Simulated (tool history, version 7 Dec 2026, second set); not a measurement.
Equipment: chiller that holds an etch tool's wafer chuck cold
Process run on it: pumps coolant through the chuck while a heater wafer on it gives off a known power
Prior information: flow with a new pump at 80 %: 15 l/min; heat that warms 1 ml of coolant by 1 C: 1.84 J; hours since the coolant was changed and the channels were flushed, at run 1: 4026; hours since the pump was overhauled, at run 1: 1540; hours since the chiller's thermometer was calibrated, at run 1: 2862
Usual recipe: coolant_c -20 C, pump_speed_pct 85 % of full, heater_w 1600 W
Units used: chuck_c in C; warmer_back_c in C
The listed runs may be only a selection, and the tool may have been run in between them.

run,hour,coolant_c,pump_speed_pct,heater_w,hours since the coolant was changed and the channels were flushed,hours since the pump was overhauled,hours since the chiller's thermometer was calibrated,chuck_c,warmer_back_c
1,0.0,-20,85,1600,4026,1540,2862,1.2,3.37
2,42.0,-20,85,1600,4068,1582,2904,1.0,3.42
3,97.1,-20,77,1600,4123,1637,2959,2.6,3.78
4,149.6,-20,85,1600,4176,1689,3011,1.4,3.41
5,213.7,-20,85,1600,4240,1753,3075,1.2,3.45
6,278.6,-20,85,876,4305,1818,3140,-8.1,1.88
# hour 334.4: coolant changed, channels flushed
7,340.7,-20,80,1600,6,1874,3196,0.7,3.63
# hour 351.6: coolant pump overhauled
8,400.0,-20,80,922,61,48,3251,-7.7,2.14
9,440.1,-20,85,871,101,88,3291,-8.7,1.90
10,509.0,-20,85,871,170,157,3360,-8.5,1.92
11,552.6,-20,85,871,213,201,3403,-8.6,1.92
12,590.8,-24,85,1600,251,239,3441,-3.5,3.52
13,620.0,-24,85,1600,281,268,3471,-3.4,3.51
# hour 640.0: coolant pump overhauled, once more
14,675.7,-20,63,1780,331,36,3521,6.4,4.86
15,738.7,-13,97,945,394,99,3584,-2.2,1.71
16,789.2,-24,75,1600,445,149,3635,-2.6,3.72
17,824.8,-27,85,1159,480,185,3670,-12.6,2.38
18,876.6,-16,85,1159,532,237,3722,-1.8,2.40
19,928.6,-20,72,991,584,289,3774,-6.1,2.36
20,960.0,-30,99,1803,616,320,3806,-10.1,3.19
21,1000.8,-30,99,1803,656,361,3846,-10.1,3.23
22,1043.2,-12,71,2105,699,403,3889,17.1,5.18
23,1090.7,-11,72,1604,746,451,3936,11.2,3.86
24,1153.4,-11,72,1604,809,513,3999,11.2,3.95

What differs in the tool's unlogged condition from the final listed run ahead of each entry between runs to the first listed run following it?
From run 6 to run 7: coolant changed, channels flushed (hour 334.4)
  heat passed by the chuck's channels, % of clean ones': 91.6 -> 99.4; flow at a given pump speed, % of a new pump's: 95.9 -> 95.8; coolant's true temperature over the reading, C: 0.68 -> 0.69
  what was measured, less what the result would be without the hidden state, chuck_c: +1.8 -> +1.4 C; warmer_back_c: +0.07 -> +0.15 C
From run 7 to run 8: coolant pump overhauled (hour 351.6)
  heat passed by the chuck's channels, % of clean ones': 99.4 -> 99.3; flow at a given pump speed, % of a new pump's: 95.8 -> 93.2; coolant's true temperature over the reading, C: 0.69 -> 0.7
  what was measured, less what the result would be without the hidden state, chuck_c: +1.4 -> +1.4 C; warmer_back_c: +0.15 -> +0.15 C
From run 13 to run 14: coolant pump overhauled, once more (hour 640.0)
  heat passed by the chuck's channels, % of clean ones': 98.9 -> 98.8; flow at a given pump speed, % of a new pump's: 92.7 -> 100.3; coolant's true temperature over the reading, C: 0.75 -> 0.77
  what was measured, less what the result would be without the hidden state, chuck_c: +2.0 -> +1.0 C; warmer_back_c: +0.26 -> -0.02 C

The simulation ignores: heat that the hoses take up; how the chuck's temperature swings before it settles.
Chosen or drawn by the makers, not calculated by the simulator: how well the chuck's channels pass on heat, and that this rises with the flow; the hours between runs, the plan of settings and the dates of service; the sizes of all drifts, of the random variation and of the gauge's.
